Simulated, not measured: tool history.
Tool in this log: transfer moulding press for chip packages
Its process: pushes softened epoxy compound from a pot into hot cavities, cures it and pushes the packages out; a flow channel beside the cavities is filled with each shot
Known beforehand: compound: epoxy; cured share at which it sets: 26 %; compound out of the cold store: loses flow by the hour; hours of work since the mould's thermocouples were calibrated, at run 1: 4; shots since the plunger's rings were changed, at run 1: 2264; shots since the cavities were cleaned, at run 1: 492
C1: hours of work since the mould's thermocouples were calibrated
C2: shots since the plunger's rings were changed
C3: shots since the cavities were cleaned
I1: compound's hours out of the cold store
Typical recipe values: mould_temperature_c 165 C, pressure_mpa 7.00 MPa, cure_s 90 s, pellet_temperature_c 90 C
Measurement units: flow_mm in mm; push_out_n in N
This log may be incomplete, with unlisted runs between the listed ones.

Run 1, hour 0.0: usual settings; C1 4; C2 2264; C3 492; I1 18.4. Result: flow_mm 641 mm, push_out_n 395 N.
Run 2, hour 13.9: usual settings; C1 11; C2 2394; C3 622; I1 24.1. Result: flow_mm 607 mm, push_out_n 390 N.
At hour 16.8: cavities cleaned with cleaning compound and waxed.
Run 3, hour 29.2: usual settings; C1 17; C2 2523; C3 116; I1 47.0. Result: flow_mm 521 mm, push_out_n 290 N.
Run 4, hour 36.2: usual settings; C1 20; C2 2588; C3 181; I1 44.1. Result: flow_mm 536 mm, push_out_n 305 N.
Run 5, hour 42.1: usual settings; C1 23; C2 2644; C3 237; I1 28.6. Result: flow_mm 590 mm, push_out_n 327 N.
At hour 47.7: plunger's sealing rings changed.
Run 6, hour 53.4: usual settings but pellet_temperature_c 82 C; C1 27; C2 53; C3 319; I1 32.1. Result: flow_mm 600 mm, push_out_n 355 N.
Run 7, hour 63.2: usual settings but pellet_temperature_c 82 C; C1 31; C2 145; C3 411; I1 12.5. Result: flow_mm 683 mm, push_out_n 367 N.
Run 8, hour 76.7: usual settings but pressure_mpa 5.84 MPa; C1 37; C2 271; C3 537; I1 33.8. Result: flow_mm 538 mm, push_out_n 390 N.
Run 9, hour 86.7: usual settings but pressure_mpa 5.84 MPa; C1 42; C2 365; C3 631; I1 14.0. Result: flow_mm 614 mm, push_out_n 409 N.
At hour 89.0: cavities cleaned with cleaning compound and waxed.
Run 10, hour 94.9: usual settings but pressure_mpa 5.84 MPa; C1 45; C2 427; C3 55; I1 30.1. Result: flow_mm 551 mm, push_out_n 265 N.
Run 11, hour 101.6: usual settings; C1 48; C2 490; C3 118; I1 35.8. Result: flow_mm 581 mm, push_out_n 285 N.
Run 12, hour 107.9: usual settings but cure_s 98 s; C1 51; C2 549; C3 177; I1 12.4. Result: flow_mm 679 mm, push_out_n 277 N.
Run 13, hour 121.3: usual settings; C1 57; C2 675; C3 303; I1 35.6. Result: flow_mm 581 mm, push_out_n 337 N.
Run 14, hour 134.5: usual settings; C1 63; C2 798; C3 426; I1 19.5. Result: flow_mm 649 mm, push_out_n 376 N.
Run 15, hour 143.0: usual settings; C1 67; C2 878; C3 506; I1 18.5. Result: flow_mm 648 mm, push_out_n 378 N.
Run 16, hour 155.8: usual settings but mould_temperature_c 166 C, pressure_mpa 5.96 MPa, pellet_temperature_c 86 C; C1 73; C2 997; C3 625; I1 23.8. Result: flow_mm 570 mm, push_out_n 384 N.
At hour 158.6: cavities cleaned with cleaning compound and waxed.
Run 17, hour 167.3: usual settings but pressure_mpa 7.49 MPa; C1 77; C2 1090; C3 81; I1 40.6. Result: flow_mm 576 mm, push_out_n 269 N.
Run 18, hour 179.6: usual settings but mould_temperature_c 161 C, pressure_mpa 6.97 MPa, cure_s 117 s; C1 83; C2 1205; C3 196; I1 16.4. Result: flow_mm 668 mm, push_out_n 301 N.
Run 19, hour 186.1: usual settings but mould_temperature_c 161 C, pressure_mpa 7.73 MPa, cure_s 117 s, pellet_temperature_c 93 C; C1 86; C2 1267; C3 258; I1 42.4. Result: flow_mm 589 mm, push_out_n 299 N.

What will run 20 give?
Run 20, hour 197.2: usual settings but mould_temperature_c 162 C, pressure_mpa 5.78 MPa, cure_s 119 s, pellet_temperature_c 98 C; C1 91; C2 1370; C3 361; I1 28.1. Result: flow_mm ?, push_out_n ?.

Run 20 yielded flow_mm 553 mm, push_out_n 323 N.
Take away the tool's hidden state, keep the run-to-run variation as it was, and the same run would have given flow_mm 565 mm, push_out_n 221 N.

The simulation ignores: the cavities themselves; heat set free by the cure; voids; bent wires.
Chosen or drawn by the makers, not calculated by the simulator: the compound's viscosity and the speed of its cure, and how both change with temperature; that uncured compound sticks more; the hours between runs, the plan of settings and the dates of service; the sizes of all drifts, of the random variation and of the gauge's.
